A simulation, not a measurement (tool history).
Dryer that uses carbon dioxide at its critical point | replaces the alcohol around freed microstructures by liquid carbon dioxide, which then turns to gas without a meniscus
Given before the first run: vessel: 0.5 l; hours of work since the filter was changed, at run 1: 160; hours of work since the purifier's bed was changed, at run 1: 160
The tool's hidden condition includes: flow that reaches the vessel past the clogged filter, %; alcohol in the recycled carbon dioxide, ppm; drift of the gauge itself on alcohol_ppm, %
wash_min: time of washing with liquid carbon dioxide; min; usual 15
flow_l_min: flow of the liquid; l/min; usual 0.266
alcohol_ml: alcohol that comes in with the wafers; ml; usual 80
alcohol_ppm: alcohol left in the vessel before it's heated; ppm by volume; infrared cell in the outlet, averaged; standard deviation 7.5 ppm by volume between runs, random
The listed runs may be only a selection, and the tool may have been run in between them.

run,hour,wash_min,flow_l_min,alcohol_ml,hours of work since the filter was changed,hours of work since the purifier's bed was changed,alcohol_ppm
1,0.0,15,0.266,80,160,160,441
2,42.5,15,0.266,80,192,192,474
3,65.9,15,0.266,80,210,210,502
4,91.1,15,0.266,80,229,229,500
5,133.6,15,0.266,80,261,261,529
6,151.5,15,0.266,80,274,274,524
7,173.8,15,0.266,80,291,291,552
8,210.7,15,0.266,80,319,319,560
9,242.3,15,0.266,80,342,342,578
# hour 259.6: inlet filter changed
10,271.4,13,0.238,37,9,364,737
11,300.2,9,0.203,95,30,385,12581
12,337.4,18,0.229,20,58,413,167
13,376.1,18,0.229,20,88,442,160
14,413.3,19,0.447,20,115,470,78
15,447.1,16,0.192,40,141,496,953
16,474.9,15,0.373,39,162,517,114

Forecast each of these 4 alternatives for the next run:
A,506.1,12,0.373,39,185,540,?
B,506.1,14,0.373,21,185,540,?
C,506.1,19,0.445,33,185,540,?
D,506.1,18,0.373,28,185,540,?

run,alcohol_ppm
A,199
B,118
C,99
D,105
Without the tool's unlogged condition, the same runs would have read:
run,alcohol_ppm
A,85
B,21
C,5
D,12
